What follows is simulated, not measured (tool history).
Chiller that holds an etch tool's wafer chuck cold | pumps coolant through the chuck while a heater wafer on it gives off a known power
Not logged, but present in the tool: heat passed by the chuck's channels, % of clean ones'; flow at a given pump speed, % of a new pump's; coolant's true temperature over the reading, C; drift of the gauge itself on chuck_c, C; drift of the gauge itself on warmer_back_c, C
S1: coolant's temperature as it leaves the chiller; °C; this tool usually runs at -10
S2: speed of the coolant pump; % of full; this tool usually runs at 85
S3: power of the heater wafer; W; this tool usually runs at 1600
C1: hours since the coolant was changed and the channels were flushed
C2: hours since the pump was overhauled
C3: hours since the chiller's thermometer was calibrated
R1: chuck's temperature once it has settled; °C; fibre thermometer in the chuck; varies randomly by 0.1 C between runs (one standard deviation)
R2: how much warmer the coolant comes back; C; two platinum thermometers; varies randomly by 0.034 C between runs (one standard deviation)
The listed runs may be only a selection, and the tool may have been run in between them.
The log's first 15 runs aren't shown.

Run 16, hour 535: usual settings; C1 3560; C2 1924; C3 312. Result: R1 5.5 °C, R2 5.51 C.
Run 17, hour 576.7: usual settings; C1 3602; C2 1966; C3 354. Result: R1 5.4 °C, R2 5.44 C.
Run 18, hour 620.9: usual settings but S2 66 % of full, S3 1201 W; C1 3646; C2 2010; C3 398. Result: R1 4.6 °C, R2 5.35 C.
Run 19, hour 670.6: usual settings but S2 66 % of full, S3 1201 W; C1 3695; C2 2060; C3 448. Result: R1 4.9 °C, R2 5.37 C.
Run 20, hour 709: usual settings but S1 -18 °C, S2 92 % of full, S3 903 W; C1 3734; C2 2098; C3 486. Result: R1 -9.9 °C, R2 2.9 C.
Run 21, hour 752.8: usual settings but S1 -16 °C, S3 903 W; C1 3778; C2 2142; C3 530. Result: R1 -7.3 °C, R2 3.1 C.
Run 22, hour 802.2: usual settings but S1 -16 °C, S3 903 W; C1 3827; C2 2192; C3 579. Result: R1 -7.3 °C, R2 3.1 C.
Run 23, hour 834.3: usual settings but S1 -15 °C, S2 94 % of full; C1 3859; C2 2224; C3 611. Result: R1 -1.1 °C, R2 4.88 C.
Run 24, hour 879.4: usual settings but S1 -9 °C; C1 3904; C2 2269; C3 656. Result: R1 6.3 °C, R2 5.49 C.
Run 25, hour 910.3: usual settings but S1 -9 °C; C1 3935; C2 2300; C3 687. Result: R1 6.1 °C, R2 5.47 C.
Run 26, hour 932.2: usual settings but S1 -16 °C, S2 95 % of full, S3 1374 W; C1 3957; C2 2322; C3 709. Result: R1 -4.2 °C, R2 4.22 C.
Run 27, hour 962.5: usual settings but S1 -16 °C, S2 95 % of full, S3 1374 W; C1 3987; C2 2352; C3 739. Result: R1 -4.3 °C, R2 4.2 C.
Run 28, hour 1006.9: usual settings but S1 -16 °C, S2 81 % of full, S3 1615 W; C1 4032; C2 2396; C3 784. Result: R1 0.4 °C, R2 5.79 C.
Run 29, hour 1038.1: usual settings but S1 -16 °C, S2 81 % of full, S3 1615 W; C1 4063; C2 2428; C3 815. Result: R1 0.4 °C, R2 5.79 C.
Run 30, hour 1084.9: usual settings but S1 -13 °C, S2 91 % of full; C1 4110; C2 2474; C3 862. Result: R1 1.2 °C, R2 5.03 C.
Run 31, hour 1118.3: usual settings but S2 91 % of full, S3 952 W; C1 4143; C2 2508; C3 895. Result: R1 -1.5 °C, R2 3.08 C.
Run 32, hour 1149: usual settings but S2 91 % of full, S3 952 W; C1 4174; C2 2538; C3 926. Result: R1 -1.4 °C, R2 3.02 C.

Branching from run 32: 4 alternative next runs. What would each branch give?
Run A, hour 1188: usual settings but S1 -7 °C, S2 98 % of full, S3 1457 W; C1 4213; C2 2577; C3 965. Result: R1 ?, R2 ?.
Run B, hour 1188: usual settings but S2 78 % of full, S3 935 W; C1 4213; C2 2577; C3 965. Result: R1 ?, R2 ?.
Run C, hour 1188: usual settings but S1 -14 °C, S2 79 % of full, S3 1966 W; C1 4213; C2 2577; C3 965. Result: R1 ?, R2 ?.
Run D, hour 1188: usual settings but S1 -12 °C, S2 90 % of full, S3 1179 W; C1 4213; C2 2577; C3 965. Result: R1 ?, R2 ?.

run    R1    R2
  A   5.1  4.26
  B  -0.3  3.48
  C   6.4  7.32
  D  -1.1  3.78
Without the tool's unlogged condition, the same runs would have read:
run    R1    R2
  A   5.1  4.26
  B  -0.3  3.48
  C   6.3  7.31
  D  -1.1  3.78
